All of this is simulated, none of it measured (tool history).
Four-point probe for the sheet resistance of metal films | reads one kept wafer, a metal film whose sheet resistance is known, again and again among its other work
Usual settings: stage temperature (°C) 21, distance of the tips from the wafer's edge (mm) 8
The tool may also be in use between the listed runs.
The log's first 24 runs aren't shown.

run	hour	stage temperature (°C)	distance of the tips from the wafer's edge (mm)	touches since the probe head was changed	hours of work since the stage's thermometer was calibrated	sheet resistance as the instrument gives it (ohm/square)
25	351.3	23	7	18222	556	3.607523
26	361.1	23	7	18574	560	3.607927
27	378.0	26	69	19178	567	3.604847
28	391.5	26	69	19662	573	3.604143
29	401.6	31	37	20024	577	3.615576
30	421.3	31	37	20728	586	3.615832
31	437.6	20	8	21313	592	3.597961
32	455.5	31	66	21953	600	3.617325
33	475.2	31	66	22660	608	3.615706
34	494.2	19	66	23337	616	3.589817
35	503.7	31	8	23677	620	3.623208
36	516.6	24	29	24142	625	3.601443
37	534.0	24	29	24763	633	3.601775
38	550.8	22	3	25365	640	3.648867
39	571.8	22	3	26119	649	3.648799
40	582.2	21	18	26492	653	3.595371
41	595.7	21	18	26975	659	3.595255
42	614.2	21	74	27636	666	3.592907
43	626.7	21	46	28082	672	3.592786
44	641.3	27	20	28608	678	3.606984
45	660.3	18	56	29288	686	3.584630

3 ways to go on from here, each from the tool as it stands after run 45. What would each give?
A	669.5	18	15	29618	689	?
B	669.5	20	23	29618	689	?
C	669.5	24	3	29618	689	?

run	sheet resistance as the instrument gives it (ohm/square)
A	3.587824
B	3.589820
C	3.652596
Without the tool's hidden state the same runs would have given:
run	sheet resistance as the instrument gives it (ohm/square)
A	3.593180
B	3.595204
C	3.658112
